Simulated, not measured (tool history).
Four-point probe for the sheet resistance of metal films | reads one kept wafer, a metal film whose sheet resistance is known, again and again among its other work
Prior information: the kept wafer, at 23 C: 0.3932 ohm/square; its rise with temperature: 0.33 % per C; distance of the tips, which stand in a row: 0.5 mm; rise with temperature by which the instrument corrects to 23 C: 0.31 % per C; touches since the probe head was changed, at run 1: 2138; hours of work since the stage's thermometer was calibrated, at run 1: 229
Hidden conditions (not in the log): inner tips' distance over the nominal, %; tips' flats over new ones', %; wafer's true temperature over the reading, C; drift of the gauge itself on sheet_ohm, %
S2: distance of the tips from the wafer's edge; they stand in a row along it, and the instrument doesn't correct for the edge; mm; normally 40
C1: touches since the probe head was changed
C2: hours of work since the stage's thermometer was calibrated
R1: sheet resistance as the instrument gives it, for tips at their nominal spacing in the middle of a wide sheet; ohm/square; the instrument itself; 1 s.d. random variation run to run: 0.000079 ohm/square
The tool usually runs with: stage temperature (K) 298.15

{"run": 1, "hour": 0.0, "stage temperature (K)": 298.15, "S2": 40, "C1": 2138, "C2": 229, "R1": 0.395162}
{"run": 2, "hour": 10.6, "stage temperature (K)": 298.15, "S2": 40, "C1": 2500, "C2": 234, "R1": 0.395302}
{"run": 3, "hour": 25.3, "stage temperature (K)": 298.15, "S2": 40, "C1": 3002, "C2": 241, "R1": 0.395286}
{"run": 4, "hour": 47.1, "stage temperature (K)": 298.15, "S2": 40, "C1": 3748, "C2": 252, "R1": 0.395124}
{"run": 5, "hour": 67.2, "stage temperature (K)": 298.15, "S2": 40, "C1": 4434, "C2": 261, "R1": 0.395236}
{"run": 6, "hour": 88.0, "stage temperature (K)": 298.15, "S2": 40, "C1": 5146, "C2": 271, "R1": 0.395119}
{"run": 7, "hour": 106.7, "stage temperature (K)": 298.15, "S2": 40, "C1": 5783, "C2": 280, "R1": 0.395235}
{"run": 8, "hour": 127.4, "stage temperature (K)": 298.15, "S2": 9, "C1": 6489, "C2": 290, "R1": 0.395797}
{"run": 9, "hour": 142.8, "stage temperature (K)": 298.15, "S2": 9, "C1": 7016, "C2": 298, "R1": 0.395821}
{"run": 10, "hour": 164.0, "stage temperature (K)": 298.15, "S2": 9, "C1": 7740, "C2": 308, "R1": 0.395804}
{"run": 11, "hour": 178.1, "stage temperature (K)": 298.15, "S2": 9, "C1": 8223, "C2": 315, "R1": 0.395719}
{"run": 12, "hour": 200.5, "stage temperature (K)": 298.15, "S2": 20, "C1": 8989, "C2": 326, "R1": 0.395209}
{"run": 13, "hour": 212.3, "stage temperature (K)": 300.15, "S2": 40, "C1": 9392, "C2": 332, "R1": 0.395268}
{"run": 14, "hour": 222.4, "stage temperature (K)": 300.15, "S2": 40, "C1": 9738, "C2": 337, "R1": 0.395181}
{"run": 15, "hour": 240.7, "stage temperature (K)": 298.15, "S2": 40, "C1": 10362, "C2": 345, "R1": 0.395057}
{"run": 16, "hour": 259.7, "stage temperature (K)": 298.15, "S2": 40, "C1": 11013, "C2": 355, "R1": 0.395154}
{"run": 17, "hour": 274.6, "stage temperature (K)": 303.15, "S2": 40, "C1": 11519, "C2": 362, "R1": 0.395384}
{"run": 18, "hour": 293.6, "stage temperature (K)": 303.15, "S2": 23, "C1": 12168, "C2": 371, "R1": 0.395466}
{"run": 19, "hour": 317.2, "stage temperature (K)": 303.15, "S2": 23, "C1": 12976, "C2": 382, "R1": 0.395605}
{"run": 20, "hour": 327.7, "stage temperature (K)": 303.15, "S2": 23, "C1": 13334, "C2": 388, "R1": 0.395456}
{"run": 21, "hour": 345.2, "stage temperature (K)": 303.15, "S2": 23, "C1": 13933, "C2": 396, "R1": 0.395422}
{"run": 22, "hour": 367.5, "stage temperature (K)": 303.15, "S2": 23, "C1": 14695, "C2": 407, "R1": 0.395363}
{"run": 23, "hour": 388.5, "stage temperature (K)": 296.15, "S2": 40, "C1": 15411, "C2": 417, "R1": 0.394977}
{"run": 24, "hour": 403.7, "stage temperature (K)": 295.15, "S2": 56, "C1": 15933, "C2": 424, "R1": 0.394851}
{"run": 25, "hour": 424.1, "stage temperature (K)": 293.15, "S2": 40, "C1": 16629, "C2": 434, "R1": 0.394698}
{"run": 26, "hour": 446.2, "stage temperature (K)": 293.15, "S2": 40, "C1": 17385, "C2": 445, "R1": 0.394809}
{"run": 27, "hour": 460.0, "stage temperature (K)": 293.15, "S2": 40, "C1": 17854, "C2": 452, "R1": 0.394784}
{"run": 28, "hour": 477.8, "stage temperature (K)": 293.15, "S2": 40, "C1": 18462, "C2": 460, "R1": 0.394725}
{"run": 29, "hour": 493.5, "stage temperature (K)": 297.15, "S2": 4, "C1": 19000, "C2": 468, "R1": 0.398164}
{"hour": 495.2, "done": "stage's thermometer calibrated"}
{"run": 30, "hour": 510.4, "stage temperature (K)": 302.15, "S2": 63, "C1": 19560, "C2": 7, "R1": 0.395169}
{"run": 31, "hour": 528.4, "stage temperature (K)": 298.15, "S2": 15, "C1": 20175, "C2": 16, "R1": 0.395242}
{"run": 32, "hour": 539.2, "stage temperature (K)": 306.15, "S2": 7, "C1": 20544, "C2": 21, "R1": 0.396413}
{"run": 33, "hour": 550.6, "stage temperature (K)": 306.15, "S2": 7, "C1": 20932, "C2": 27, "R1": 0.396476}
{"hour": 552.5, "done": "stage's thermometer calibrated, once more"}
{"run": 34, "hour": 573.0, "stage temperature (K)": 295.15, "S2": 9, "C1": 21683, "C2": 10, "R1": 0.395246}
{"run": 35, "hour": 589.4, "stage temperature (K)": 295.15, "S2": 9, "C1": 22242, "C2": 18, "R1": 0.39527}
{"run": 36, "hour": 601.8, "stage temperature (K)": 303.15, "S2": 18, "C1": 22668, "C2": 24, "R1": 0.395146}
{"run": 37, "hour": 611.8, "stage temperature (K)": 298.15, "S2": 17, "C1": 23008, "C2": 29, "R1": 0.394813}
{"run": 38, "hour": 623.2, "stage temperature (K)": 304.15, "S2": 9, "C1": 23397, "C2": 34, "R1": 0.395639}
{"run": 39, "hour": 640.2, "stage temperature (K)": 304.15, "S2": 9, "C1": 23978, "C2": 42, "R1": 0.39565}
{"run": 40, "hour": 659.8, "stage temperature (K)": 304.15, "S2": 9, "C1": 24647, "C2": 52, "R1": 0.395686}
{"run": 41, "hour": 674.7, "stage temperature (K)": 304.15, "S2": 9, "C1": 25157, "C2": 59, "R1": 0.395589}
{"run": 42, "hour": 694.1, "stage temperature (K)": 304.15, "S2": 40, "C1": 25821, "C2": 69, "R1": 0.39509}
{"run": 43, "hour": 704.7, "stage temperature (K)": 302.15, "S2": 13, "C1": 26181, "C2": 74, "R1": 0.395154}
{"run": 44, "hour": 723.8, "stage temperature (K)": 303.15, "S2": 13, "C1": 26836, "C2": 83, "R1": 0.395247}
{"run": 45, "hour": 745.7, "stage temperature (K)": 303.15, "S2": 14, "C1": 27584, "C2": 94, "R1": 0.395269}
{"run": 46, "hour": 756.7, "stage temperature (K)": 299.15, "S2": 8, "C1": 27958, "C2": 99, "R1": 0.395605}

Branching from run 46: 3 alternative next runs. What would each branch give?
{"run": "A", "hour": 777.9, "stage temperature (K)": 299.15, "S2": 5, "C1": 28684, "C2": 109, "R1": "?"}
{"run": "B", "hour": 777.9, "stage temperature (K)": 296.15, "S2": 5, "C1": 28684, "C2": 109, "R1": "?"}
{"run": "C", "hour": 777.9, "stage temperature (K)": 299.15, "S2": 8, "C1": 28684, "C2": 109, "R1": "?"}

run=A R1=0.396913
run=B R1=0.396486
run=C R1=0.395416
Stripped of hidden state, with their random variation kept, the same runs would have yielded:
run=A R1=0.395592
run=B R1=0.395167
run=C R1=0.3941

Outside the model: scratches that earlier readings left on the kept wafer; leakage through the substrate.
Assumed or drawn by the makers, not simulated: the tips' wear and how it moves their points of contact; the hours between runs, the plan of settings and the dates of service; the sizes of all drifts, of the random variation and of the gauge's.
